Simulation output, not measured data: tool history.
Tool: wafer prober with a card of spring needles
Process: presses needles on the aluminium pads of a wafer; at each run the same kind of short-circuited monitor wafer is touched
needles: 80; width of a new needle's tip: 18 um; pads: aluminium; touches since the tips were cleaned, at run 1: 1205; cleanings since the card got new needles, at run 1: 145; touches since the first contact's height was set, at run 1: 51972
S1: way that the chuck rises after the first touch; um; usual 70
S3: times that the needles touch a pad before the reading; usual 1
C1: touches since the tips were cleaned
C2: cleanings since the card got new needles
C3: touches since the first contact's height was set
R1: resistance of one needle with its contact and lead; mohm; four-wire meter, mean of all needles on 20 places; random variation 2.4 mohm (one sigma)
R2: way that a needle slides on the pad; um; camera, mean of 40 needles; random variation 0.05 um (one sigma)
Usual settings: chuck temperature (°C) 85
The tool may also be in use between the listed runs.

{"run": 1, "hour": 0.0, "S1": 70, "chuck temperature (°C)": 85, "S3": 1, "C1": 1205, "C2": 145, "C3": 51972, "R1": 513, "R2": 13.57}
{"hour": 2.1, "done": "tips cleaned on abrasive film"}
{"hour": 7.3, "done": "tips cleaned on abrasive film"}
{"hour": 12.5, "done": "tips cleaned on abrasive film"}
{"hour": 17.7, "done": "tips cleaned on abrasive film"}
{"hour": 22.9, "done": "tips cleaned on abrasive film"}
{"hour": 27.1, "done": "tips cleaned on abrasive film"}
{"hour": 32.3, "done": "tips cleaned on abrasive film"}
{"hour": 37.5, "done": "tips cleaned on abrasive film"}
{"hour": 42.7, "done": "tips cleaned on abrasive film"}
{"hour": 47.9, "done": "tips cleaned on abrasive film"}
{"hour": 53.1, "done": "tips cleaned on abrasive film"}
{"hour": 58.3, "done": "tips cleaned on abrasive film"}
{"hour": 63.5, "done": "tips cleaned on abrasive film"}
{"run": 2, "hour": 65.6, "S1": 70, "chuck temperature (°C)": 85, "S3": 1, "C1": 1106, "C2": 158, "C3": 86024, "R1": 505, "R2": 13.47}
{"hour": 67.7, "done": "tips cleaned on abrasive film"}
{"hour": 72.9, "done": "tips cleaned on abrasive film"}
{"hour": 78.1, "done": "tips cleaned on abrasive film"}
{"hour": 82.3, "done": "tips cleaned on abrasive film"}
{"hour": 86.5, "done": "tips cleaned on abrasive film"}
{"hour": 91.6, "done": "tips cleaned on abrasive film"}
{"hour": 95.8, "done": "tips cleaned on abrasive film"}
{"hour": 101.0, "done": "tips cleaned on abrasive film"}
{"hour": 106.2, "done": "tips cleaned on abrasive film"}
{"hour": 111.4, "done": "tips cleaned on abrasive film"}
{"hour": 115.6, "done": "tips cleaned on abrasive film"}
{"hour": 120.8, "done": "tips cleaned on abrasive film"}
{"run": 3, "hour": 124.3, "S1": 70, "chuck temperature (°C)": 85, "S3": 1, "C1": 1848, "C2": 170, "C3": 116498, "R1": 627, "R2": 13.42}
{"hour": 125.4, "done": "tips cleaned on abrasive film"}
{"hour": 130.6, "done": "tips cleaned on abrasive film"}
{"hour": 135.8, "done": "tips cleaned on abrasive film"}
{"hour": 141.0, "done": "tips cleaned on abrasive film"}
{"hour": 145.2, "done": "tips cleaned on abrasive film"}
{"hour": 149.3, "done": "tips cleaned on abrasive film"}
{"hour": 154.5, "done": "tips cleaned on abrasive film"}
{"hour": 158.7, "done": "tips cleaned on abrasive film"}
{"hour": 163.9, "done": "tips cleaned on abrasive film"}
{"hour": 169.1, "done": "tips cleaned on abrasive film"}
{"hour": 174.3, "done": "tips cleaned on abrasive film"}
{"hour": 179.5, "done": "tips cleaned on abrasive film"}
{"hour": 184.7, "done": "tips cleaned on abrasive film"}
{"hour": 188.9, "done": "tips cleaned on abrasive film"}
{"hour": 194.1, "done": "tips cleaned on abrasive film"}
{"hour": 198.2, "done": "tips cleaned on abrasive film"}
{"hour": 203.4, "done": "tips cleaned on abrasive film"}
{"run": 4, "hour": 206.7, "S1": 78, "chuck temperature (°C)": 85, "S3": 1, "C1": 1723, "C2": 187, "C3": 159266, "R1": 545, "R2": 14.76}
{"hour": 207.8, "done": "tips cleaned on abrasive film"}
{"hour": 212.0, "done": "tips cleaned on abrasive film"}
{"hour": 212.3, "done": "height of the first contact set anew"}
{"hour": 217.5, "done": "tips cleaned on abrasive film"}
{"hour": 222.7, "done": "tips cleaned on abrasive film"}
{"hour": 226.9, "done": "tips cleaned on abrasive film"}
{"hour": 232.0, "done": "tips cleaned on abrasive film"}
{"hour": 237.2, "done": "tips cleaned on abrasive film"}
{"hour": 242.4, "done": "tips cleaned on abrasive film"}
{"hour": 247.6, "done": "tips cleaned on abrasive film"}
{"hour": 252.8, "done": "tips cleaned on abrasive film"}
{"hour": 257.0, "done": "tips cleaned on abrasive film"}
{"hour": 262.2, "done": "tips cleaned on abrasive film"}
{"hour": 266.7, "done": "tips cleaned on abrasive film"}
{"run": 5, "hour": 266.7, "S1": 78, "chuck temperature (°C)": 85, "S3": 1, "C1": 0, "C2": 200, "C3": 28260, "R1": 310, "R2": 15.37}
{"hour": 271.9, "done": "tips cleaned on abrasive film"}
{"hour": 277.1, "done": "tips cleaned on abrasive film"}
{"hour": 289.1, "done": "card fitted with new needles"}
{"hour": 294.3, "done": "tips cleaned on abrasive film"}
{"hour": 299.5, "done": "tips cleaned on abrasive film"}
{"hour": 304.7, "done": "tips cleaned on abrasive film"}
{"hour": 309.9, "done": "tips cleaned on abrasive film"}
{"hour": 315.1, "done": "tips cleaned on abrasive film"}
{"hour": 320.3, "done": "tips cleaned on abrasive film"}
{"hour": 325.5, "done": "tips cleaned on abrasive film"}
{"hour": 330.7, "done": "tips cleaned on abrasive film"}
{"hour": 335.9, "done": "tips cleaned on abrasive film"}
{"run": 6, "hour": 336.8, "S1": 70, "chuck temperature (°C)": 42, "S3": 1, "C1": 502, "C2": 9, "C3": 24805, "R1": 360, "R2": 13.64}
{"hour": 341.0, "done": "tips cleaned on abrasive film"}
{"hour": 345.2, "done": "tips cleaned on abrasive film"}
{"hour": 350.4, "done": "tips cleaned on abrasive film"}
{"hour": 355.6, "done": "tips cleaned on abrasive film"}
{"hour": 360.8, "done": "tips cleaned on abrasive film"}
{"hour": 366.0, "done": "tips cleaned on abrasive film"}
{"hour": 371.2, "done": "tips cleaned on abrasive film"}
{"hour": 375.3, "done": "tips cleaned on abrasive film"}
{"hour": 380.5, "done": "tips cleaned on abrasive film"}
{"hour": 385.7, "done": "tips cleaned on abrasive film"}
{"hour": 390.9, "done": "tips cleaned on abrasive film"}
{"hour": 396.1, "done": "tips cleaned on abrasive film"}
{"hour": 401.3, "done": "tips cleaned on abrasive film"}
{"hour": 406.5, "done": "tips cleaned on abrasive film"}
{"run": 7, "hour": 410.0, "S1": 70, "chuck temperature (°C)": 42, "S3": 1, "C1": 1865, "C2": 23, "C3": 62855, "R1": 530, "R2": 13.56}
{"hour": 411.1, "done": "tips cleaned on abrasive film"}
{"hour": 416.3, "done": "tips cleaned on abrasive film"}
{"hour": 421.5, "done": "tips cleaned on abrasive film"}
{"hour": 426.7, "done": "tips cleaned on abrasive film"}
{"hour": 431.9, "done": "tips cleaned on abrasive film"}
{"hour": 436.1, "done": "tips cleaned on abrasive film"}
{"hour": 441.3, "done": "tips cleaned on abrasive film"}
{"run": 8, "hour": 443.7, "S1": 70, "chuck temperature (°C)": 85, "S3": 3, "C1": 1255, "C2": 30, "C3": 80313, "R1": 338, "R2": 13.53}
{"hour": 445.8, "done": "tips cleaned on abrasive film"}
{"hour": 451.0, "done": "tips cleaned on abrasive film"}
{"hour": 456.2, "done": "tips cleaned on abrasive film"}
{"hour": 461.4, "done": "tips cleaned on abrasive film"}
{"hour": 466.6, "done": "tips cleaned on abrasive film"}
{"hour": 471.8, "done": "tips cleaned on abrasive film"}
{"hour": 476.0, "done": "tips cleaned on abrasive film"}
{"hour": 481.2, "done": "tips cleaned on abrasive film"}
{"hour": 486.4, "done": "tips cleaned on abrasive film"}
{"hour": 490.5, "done": "tips cleaned on abrasive film"}
{"hour": 495.7, "done": "tips cleaned on abrasive film"}
{"hour": 500.9, "done": "tips cleaned on abrasive film"}
{"hour": 506.1, "done": "tips cleaned on abrasive film"}
{"hour": 511.3, "done": "tips cleaned on abrasive film"}
{"run": 9, "hour": 514.5, "S1": 53, "chuck temperature (°C)": 85, "S3": 2, "C1": 1699, "C2": 44, "C3": 117118, "R1": 537, "R2": 10.01}
{"hour": 515.7, "done": "tips cleaned on abrasive film"}
{"hour": 520.9, "done": "tips cleaned on abrasive film"}
{"hour": 526.0, "done": "tips cleaned on abrasive film"}
{"hour": 531.2, "done": "tips cleaned on abrasive film"}
{"hour": 536.4, "done": "tips cleaned on abrasive film"}
{"hour": 540.6, "done": "tips cleaned on abrasive film"}
{"hour": 545.8, "done": "tips cleaned on abrasive film"}
{"hour": 551.0, "done": "tips cleaned on abrasive film"}
{"hour": 556.2, "done": "tips cleaned on abrasive film"}
{"hour": 561.4, "done": "tips cleaned on abrasive film"}
{"hour": 565.6, "done": "tips cleaned on abrasive film"}
{"hour": 570.8, "done": "tips cleaned on abrasive film"}
{"hour": 575.0, "done": "tips cleaned on abrasive film"}
{"hour": 579.1, "done": "tips cleaned on abrasive film"}
{"hour": 584.3, "done": "tips cleaned on abrasive film"}
{"run": 10, "hour": 585.0, "S1": 61, "chuck temperature (°C)": 30, "S3": 1, "C1": 363, "C2": 59, "C3": 153667, "R1": 406, "R2": 11.55}
{"hour": 589.2, "done": "tips cleaned on abrasive film"}
{"hour": 594.4, "done": "tips cleaned on abrasive film"}
{"hour": 599.6, "done": "tips cleaned on abrasive film"}
{"hour": 600.9, "done": "height of the first contact set anew"}
{"hour": 605.1, "done": "tips cleaned on abrasive film"}
{"hour": 610.3, "done": "tips cleaned on abrasive film"}
{"hour": 614.5, "done": "tips cleaned on abrasive film"}
{"hour": 619.6, "done": "tips cleaned on abrasive film"}
{"hour": 624.8, "done": "tips cleaned on abrasive film"}
{"hour": 630.0, "done": "tips cleaned on abrasive film"}
{"hour": 634.2, "done": "tips cleaned on abrasive film"}
{"hour": 639.4, "done": "tips cleaned on abrasive film"}
{"hour": 643.6, "done": "tips cleaned on abrasive film"}
{"hour": 648.8, "done": "tips cleaned on abrasive film"}
{"hour": 654.0, "done": "tips cleaned on abrasive film"}
{"hour": 658.9, "done": "tips cleaned on abrasive film"}
{"run": 11, "hour": 658.9, "S1": 61, "chuck temperature (°C)": 30, "S3": 1, "C1": 0, "C2": 74, "C3": 30071, "R1": 311, "R2": 11.98}
{"hour": 664.0, "done": "tips cleaned on abrasive film"}
{"hour": 669.2, "done": "tips cleaned on abrasive film"}
{"hour": 674.4, "done": "tips cleaned on abrasive film"}
{"hour": 679.6, "done": "tips cleaned on abrasive film"}
{"hour": 684.8, "done": "tips cleaned on abrasive film"}
{"hour": 690.0, "done": "tips cleaned on abrasive film"}
{"hour": 695.2, "done": "tips cleaned on abrasive film"}
{"hour": 699.4, "done": "tips cleaned on abrasive film"}
{"hour": 704.6, "done": "tips cleaned on abrasive film"}
{"hour": 709.8, "done": "tips cleaned on abrasive film"}
{"hour": 715.0, "done": "tips cleaned on abrasive film"}
{"hour": 720.2, "done": "tips cleaned on abrasive film"}
{"hour": 725.4, "done": "tips cleaned on abrasive film"}
{"hour": 730.6, "done": "tips cleaned on abrasive film"}
{"hour": 735.8, "done": "tips cleaned on abrasive film"}
{"run": 12, "hour": 738.2, "S1": 54, "chuck temperature (°C)": 30, "S3": 2, "C1": 1278, "C2": 89, "C3": 71314, "R1": 517, "R2": 10.42}
{"hour": 740.3, "done": "tips cleaned on abrasive film"}
{"hour": 744.5, "done": "tips cleaned on abrasive film"}
{"hour": 748.7, "done": "tips cleaned on abrasive film"}
{"hour": 753.9, "done": "tips cleaned on abrasive film"}
{"hour": 758.1, "done": "tips cleaned on abrasive film"}
{"hour": 763.3, "done": "tips cleaned on abrasive film"}
{"hour": 767.4, "done": "tips cleaned on abrasive film"}
{"hour": 772.6, "done": "tips cleaned on abrasive film"}
{"hour": 777.8, "done": "tips cleaned on abrasive film"}
{"hour": 782.0, "done": "tips cleaned on abrasive film"}
{"hour": 787.2, "done": "tips cleaned on abrasive film"}
{"hour": 791.4, "done": "tips cleaned on abrasive film"}
{"hour": 796.6, "done": "tips cleaned on abrasive film"}
{"hour": 801.8, "done": "tips cleaned on abrasive film"}
{"hour": 807.0, "done": "tips cleaned on abrasive film"}
{"run": 13, "hour": 807.4, "S1": 56, "chuck temperature (°C)": 85, "S3": 1, "C1": 245, "C2": 104, "C3": 107205, "R1": 407, "R2": 10.64}
{"hour": 811.6, "done": "tips cleaned on abrasive film"}
{"hour": 816.8, "done": "tips cleaned on abrasive film"}
{"hour": 822.0, "done": "tips cleaned on abrasive film"}
{"hour": 827.2, "done": "tips cleaned on abrasive film"}
{"hour": 832.4, "done": "tips cleaned on abrasive film"}
{"hour": 837.6, "done": "tips cleaned on abrasive film"}
{"hour": 842.8, "done": "tips cleaned on abrasive film"}
{"hour": 847.0, "done": "tips cleaned on abrasive film"}
{"run": 14, "hour": 850.8, "S1": 69, "chuck temperature (°C)": 62, "S3": 1, "C1": 2062, "C2": 112, "C3": 129791, "R1": 597, "R2": 13.13}
{"hour": 852.0, "done": "tips cleaned on abrasive film"}
{"hour": 857.2, "done": "tips cleaned on abrasive film"}
{"hour": 862.4, "done": "tips cleaned on abrasive film"}
{"hour": 867.6, "done": "tips cleaned on abrasive film"}
{"hour": 871.7, "done": "tips cleaned on abrasive film"}
{"hour": 876.9, "done": "tips cleaned on abrasive film"}
{"hour": 881.1, "done": "tips cleaned on abrasive film"}
{"hour": 886.3, "done": "tips cleaned on abrasive film"}
{"hour": 891.0, "done": "tips cleaned on abrasive film"}
{"run": 15, "hour": 891.0, "S1": 69, "chuck temperature (°C)": 62, "S3": 1, "C1": 0, "C2": 121, "C3": 150605, "R1": 283, "R2": 13.06}
{"hour": 896.2, "done": "tips cleaned on abrasive film"}
{"hour": 901.4, "done": "tips cleaned on abrasive film"}
{"hour": 906.6, "done": "tips cleaned on abrasive film"}
{"hour": 910.8, "done": "tips cleaned on abrasive film"}
{"hour": 913.1, "done": "height of the first contact set anew"}
{"hour": 916.3, "done": "tips cleaned on abrasive film"}
{"hour": 921.5, "done": "tips cleaned on abrasive film"}
{"hour": 926.7, "done": "tips cleaned on abrasive film"}
{"hour": 931.9, "done": "tips cleaned on abrasive film"}
{"hour": 936.1, "done": "tips cleaned on abrasive film"}
{"hour": 940.6, "done": "tips cleaned on abrasive film"}
{"run": 16, "hour": 940.6, "S1": 53, "chuck temperature (°C)": 62, "S3": 1, "C1": 0, "C2": 131, "C3": 14252, "R1": 311, "R2": 10.46}

4 ways to go on from here, each from the tool as it stands after run 16. What would each give?
{"hour": 945.8, "done": "tips cleaned on abrasive film"}
{"hour": 951.0, "done": "tips cleaned on abrasive film"}
{"hour": 955.2, "done": "tips cleaned on abrasive film"}
{"hour": 959.4, "done": "tips cleaned on abrasive film"}
{"hour": 964.6, "done": "tips cleaned on abrasive film"}
{"hour": 968.7, "done": "tips cleaned on abrasive film"}
{"hour": 973.9, "done": "tips cleaned on abrasive film"}
{"hour": 979.1, "done": "tips cleaned on abrasive film"}
{"hour": 983.3, "done": "tips cleaned on abrasive film"}
{"hour": 988.5, "done": "tips cleaned on abrasive film"}
{"run": "A", "hour": 989.2, "S1": 53, "chuck temperature (°C)": 40, "S3": 3, "C1": 361, "C2": 141, "C3": 39455, "R1": "?", "R2": "?"}
{"hour": 945.8, "done": "tips cleaned on abrasive film"}
{"hour": 951.0, "done": "tips cleaned on abrasive film"}
{"hour": 955.2, "done": "tips cleaned on abrasive film"}
{"hour": 959.4, "done": "tips cleaned on abrasive film"}
{"hour": 964.6, "done": "tips cleaned on abrasive film"}
{"hour": 968.7, "done": "tips cleaned on abrasive film"}
{"hour": 973.9, "done": "tips cleaned on abrasive film"}
{"hour": 979.1, "done": "tips cleaned on abrasive film"}
{"hour": 983.3, "done": "tips cleaned on abrasive film"}
{"hour": 988.5, "done": "tips cleaned on abrasive film"}
{"run": "B", "hour": 989.2, "S1": 70, "chuck temperature (°C)": 83, "S3": 2, "C1": 361, "C2": 141, "C3": 39455, "R1": "?", "R2": "?"}
{"hour": 945.8, "done": "tips cleaned on abrasive film"}
{"hour": 951.0, "done": "tips cleaned on abrasive film"}
{"hour": 955.2, "done": "tips cleaned on abrasive film"}
{"hour": 959.4, "done": "tips cleaned on abrasive film"}
{"hour": 964.6, "done": "tips cleaned on abrasive film"}
{"hour": 968.7, "done": "tips cleaned on abrasive film"}
{"hour": 973.9, "done": "tips cleaned on abrasive film"}
{"hour": 979.1, "done": "tips cleaned on abrasive film"}
{"hour": 983.3, "done": "tips cleaned on abrasive film"}
{"hour": 988.5, "done": "tips cleaned on abrasive film"}
{"run": "C", "hour": 989.2, "S1": 66, "chuck temperature (°C)": 62, "S3": 1, "C1": 361, "C2": 141, "C3": 39455, "R1": "?", "R2": "?"}
{"hour": 945.8, "done": "tips cleaned on abrasive film"}
{"hour": 951.0, "done": "tips cleaned on abrasive film"}
{"hour": 955.2, "done": "tips cleaned on abrasive film"}
{"hour": 959.4, "done": "tips cleaned on abrasive film"}
{"hour": 964.6, "done": "tips cleaned on abrasive film"}
{"hour": 968.7, "done": "tips cleaned on abrasive film"}
{"hour": 973.9, "done": "tips cleaned on abrasive film"}
{"hour": 979.1, "done": "tips cleaned on abrasive film"}
{"hour": 983.3, "done": "tips cleaned on abrasive film"}
{"hour": 988.5, "done": "tips cleaned on abrasive film"}
{"run": "D", "hour": 989.2, "S1": 63, "chuck temperature (°C)": 27, "S3": 3, "C1": 361, "C2": 141, "C3": 39455, "R1": "?", "R2": "?"}

run=A R1=333 R2=10.33
run=B R1=337 R2=13.7
run=C R1=381 R2=12.91
run=D R1=307 R2=12.3
Without the tool's hidden state the same runs would have given:
run=A R1=266 R2=10.49
run=B R1=276 R2=13.86
run=C R1=268 R2=13.07
run=D R1=257 R2=12.46

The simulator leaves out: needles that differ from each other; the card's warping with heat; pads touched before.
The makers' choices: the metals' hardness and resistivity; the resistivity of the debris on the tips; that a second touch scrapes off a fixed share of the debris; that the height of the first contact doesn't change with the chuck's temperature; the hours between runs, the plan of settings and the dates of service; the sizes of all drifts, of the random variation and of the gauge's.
